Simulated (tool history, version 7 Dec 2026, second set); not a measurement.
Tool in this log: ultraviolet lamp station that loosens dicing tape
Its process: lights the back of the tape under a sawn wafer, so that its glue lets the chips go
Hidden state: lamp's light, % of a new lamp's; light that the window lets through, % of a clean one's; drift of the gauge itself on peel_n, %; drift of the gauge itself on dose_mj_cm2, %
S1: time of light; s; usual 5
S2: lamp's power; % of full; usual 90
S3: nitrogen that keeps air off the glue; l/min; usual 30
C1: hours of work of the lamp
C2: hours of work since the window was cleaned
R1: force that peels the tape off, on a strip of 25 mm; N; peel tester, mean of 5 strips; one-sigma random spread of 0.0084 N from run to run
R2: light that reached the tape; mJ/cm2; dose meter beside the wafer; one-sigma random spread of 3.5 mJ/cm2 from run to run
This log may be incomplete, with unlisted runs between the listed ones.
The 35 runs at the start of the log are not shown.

run    hour  S1  S2  S3   C1   C2     R1   R2
 36  1204.0   4  74  10  611  518  2.397  219
     1217.2  -- lamp changed
 37  1238.9   4  74  10   14  539  1.538  337
 38  1278.1   2  78  10   38  564  2.813  175
 39  1317.6   3  98  11   63  588  1.567  322
 40  1363.8   5  70  30   92  617  0.697  374
 41  1402.8   8  93  50  116  642  0.228  784
 42  1426.2   8  93  50  131  656  0.232  777
 43  1448.4   8  82  20  145  670  0.350  670

Branching from run 43: 3 alternative next runs. What would each branch give?
     1459.4  -- window cleaned of glue's vapour
  A  1470.7   3  72  60  158   7   ?   ?
     1459.4  -- window cleaned of glue's vapour
  B  1470.7   3  64  30  158   7   ?   ?
     1459.4  -- window cleaned of glue's vapour
  C  1470.7   6  68  16  158   7   ?   ?

run     R1   R2
  A  0.933  256
  B  1.489  227
  C  0.669  478
With no hidden state in the tool, these same runs would have given:
run     R1   R2
  A  0.799  281
  B  1.315  249
  C  0.569  525
